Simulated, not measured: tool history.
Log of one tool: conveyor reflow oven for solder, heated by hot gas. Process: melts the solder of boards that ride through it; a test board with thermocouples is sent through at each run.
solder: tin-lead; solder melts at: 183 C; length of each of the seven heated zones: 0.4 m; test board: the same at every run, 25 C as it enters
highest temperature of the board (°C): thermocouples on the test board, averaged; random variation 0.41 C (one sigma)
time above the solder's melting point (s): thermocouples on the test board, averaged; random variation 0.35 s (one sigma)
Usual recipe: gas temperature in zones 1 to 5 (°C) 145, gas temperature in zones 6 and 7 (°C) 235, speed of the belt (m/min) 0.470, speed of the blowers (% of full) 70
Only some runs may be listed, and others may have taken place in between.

run   hour  gas temperature in zones 1 to 5 (°C)  gas temperature in zones 6 and 7 (°C)  speed of the belt (m/min)  speed of the blowers (% of full)  highest temperature of the board (°C)  time above the solder's melting point (s)
  1    0.0                                   145                                    235                      0.470                                70                                  220.3                                       84.4
  2   11.9                                   145                                    235                      0.470                                70                                  220.9                                       84.5
  3   26.4                                   145                                    249                      0.470                                70                                  232.5                                       94.2
  4   37.7                                   145                                    249                      0.470                                55                                  228.5                                       91.1
  5   53.5                                   145                                    249                      0.470                                55                                  228.2                                       90.3
  6   70.0                                   145                                    249                      0.470                                55                                  228.3                                       90.9
  7   86.5                                   145                                    249                      0.471                                55                                  227.7                                       90.8
  8  101.3                                   145                                    235                      0.470                                62                                  218.3                                       81.3
  9  110.8                                   145                                    235                      0.470                                62                                  218.1                                       81.5
 10  129.2                                   145                                    235                      0.470                                62                                  217.0                                       82.2
 11  140.7                                   145                                    235                      0.470                                62                                  217.7                                       82.2
 12  163.2                                   132                                    235                      0.556                                62                                  209.0                                       53.3
 13  185.0                                   132                                    235                      0.556                                62                                  209.0                                       53.3
 14  196.6                                   133                                    235                      0.470                                70                                  217.4                                       76.4
 15  217.5                                   145                                    233                      0.460                                70                                  218.1                                       84.6
 16  229.2                                   145                                    233                      0.460                                70                                  218.3                                       84.9
 17  250.5                                   145                                    225                      0.389                                70                                  214.4                                       98.0
 18  266.5                                   152                                    235                      0.470                                70                                  220.3                                       88.5
 19  284.9                                   157                                    248                      0.470                                70                                  232.4                                      100.2
 20  298.7                                   139                                    231                      0.470                                62                                  212.1                                       72.5
 21  321.2                                   143                                    234                      0.530                                83                                  216.5                                       70.9
 22  339.1                                   143                                    234                      0.530                                83                                  217.0                                       70.9

3 ways to go on from here, each from the tool as it stands after run 22. What would each give?
  A  351.4                                   145                                    228                      0.470                                70                                      ?                                          ?
  B  351.4                                   145                                    243                      0.557                                73                                      ?                                          ?
  C  351.4                                   143                                    234                      0.491                                83                                      ?                                          ?

run  highest temperature of the board (°C)  time above the solder's melting point (s)
  A                                  212.6                                       76.7
  B                                  220.5                                       71.4
  C                                  219.0                                       78.5
What these runs would have given with no unlogged condition in the tool:
run  highest temperature of the board (°C)  time above the solder's melting point (s)
  A                                  216.5                                       80.0
  B                                  225.0                                       73.8
  C                                  223.3                                       81.1

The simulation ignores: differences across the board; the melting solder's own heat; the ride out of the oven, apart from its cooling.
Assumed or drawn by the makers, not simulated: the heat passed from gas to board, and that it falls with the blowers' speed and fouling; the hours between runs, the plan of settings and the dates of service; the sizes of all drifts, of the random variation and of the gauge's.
